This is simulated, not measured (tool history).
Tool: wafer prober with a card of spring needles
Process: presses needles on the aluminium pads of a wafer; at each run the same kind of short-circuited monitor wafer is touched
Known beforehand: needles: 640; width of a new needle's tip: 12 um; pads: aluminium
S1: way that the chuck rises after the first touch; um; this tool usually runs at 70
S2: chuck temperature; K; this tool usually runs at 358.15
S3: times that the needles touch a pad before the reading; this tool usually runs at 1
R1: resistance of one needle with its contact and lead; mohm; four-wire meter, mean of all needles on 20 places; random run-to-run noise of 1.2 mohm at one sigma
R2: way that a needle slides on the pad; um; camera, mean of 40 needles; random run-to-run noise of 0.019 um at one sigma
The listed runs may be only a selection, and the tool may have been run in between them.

run,day,S1,S2,S3,R1,R2
1,0,70,358.15,1,247,11.22
# day 0.588: tips cleaned on abrasive film
# day 1.333: tips cleaned on abrasive film
2,1.438,70,358.15,1,246,11.17
# day 2.108: tips cleaned on abrasive film
3,2.292,70,358.15,1,248,11.22
# day 2.929: tips cleaned on abrasive film
4,3.471,70,358.15,1,247,11.17
# day 3.771: tips cleaned on abrasive film
# day 4.612: tips cleaned on abrasive film
5,5.3,70,358.15,1,246,11.19
# day 5.388: tips cleaned on abrasive film
# day 6.271: tips cleaned on abrasive film
# day 6.283: height of the first contact set anew
# day 7.079: tips cleaned on abrasive film
6,7.154,70,358.15,1,245,11.17
# day 7.846: tips cleaned on abrasive film
# day 8.633: tips cleaned on abrasive film
7,8.946,70,358.15,1,246,11.15
# day 9.554: tips cleaned on abrasive film
8,9.754,70,358.15,1,249,11.18
# day 10.367: tips cleaned on abrasive film
9,10.808,70,358.15,1,245,11.19
# day 11.154: tips cleaned on abrasive film
# day 11.938: tips cleaned on abrasive film
10,12.525,70,358.15,1,247,11.11
# day 12.7: tips cleaned on abrasive film
# day 13.446: tips cleaned on abrasive film
11,13.479,70,312.15,1,235,11.14
# day 14.3: tips cleaned on abrasive film
12,14.871,70,312.15,1,234,11.17
# day 15.183: tips cleaned on abrasive film
# day 16.029: tips cleaned on abrasive film
13,16.188,67,312.15,1,235,10.65
# day 16.921: tips cleaned on abrasive film
# day 17.704: tips cleaned on abrasive film
14,18.104,68,312.15,2,235,10.81
# day 18.554: tips cleaned on abrasive film
# day 19.388: tips cleaned on abrasive film
15,19.629,68,312.15,2,236,10.81
# day 20.238: tips cleaned on abrasive film
# day 21.008: tips cleaned on abrasive film
16,21.5,68,312.15,2,237,10.78
# day 21.862: tips cleaned on abrasive film
# day 22.658: tips cleaned on abrasive film
17,23.388,68,312.15,2,239,10.74
# day 23.554: tips cleaned on abrasive film
# day 24.321: tips cleaned on abrasive film
18,24.817,70,340.15,2,243,11.1
# day 25.083: tips cleaned on abrasive film
# day 25.904: tips cleaned on abrasive film
# day 25.917: height of the first contact set anew
19,26.117,70,340.15,2,242,11.11
# day 26.7: tips cleaned on abrasive film
# day 27.496: tips cleaned on abrasive film
20,27.496,70,354.15,1,246,11.11
# day 28.317: tips cleaned on abrasive film
# day 29.096: tips cleaned on abrasive film
21,29.225,80,358.15,2,245,12.69
# day 29.958: tips cleaned on abrasive film
# day 30.725: tips cleaned on abrasive film
22,30.833,80,358.15,2,244,12.68

Measured less the same run without the tool's hidden state. The same run-to-run variation is in both; the gauge's scatter may not be:
The tool's hidden condition here consists of: debris on the tips, nm; way that the needles fall short of the set height, um; tips' diameter, um; drift of the gauge itself on contact_mohm, %; drift of the gauge itself on scrub_um, %.
run,R2
1,-0.01
2,-0.02
3,-0.02
4,-0.03
5,-0.03
6,-0.03
7,-0.05
8,-0.05
9,-0.05
10,-0.06
11,-0.06
12,-0.08
13,-0.08
14,-0.09
15,-0.09
16,-0.11
17,-0.11
18,-0.12
19,-0.11
20,-0.13
21,-0.15
22,-0.17
R1: differs from the measured result by no more than 1 mohm in any run.
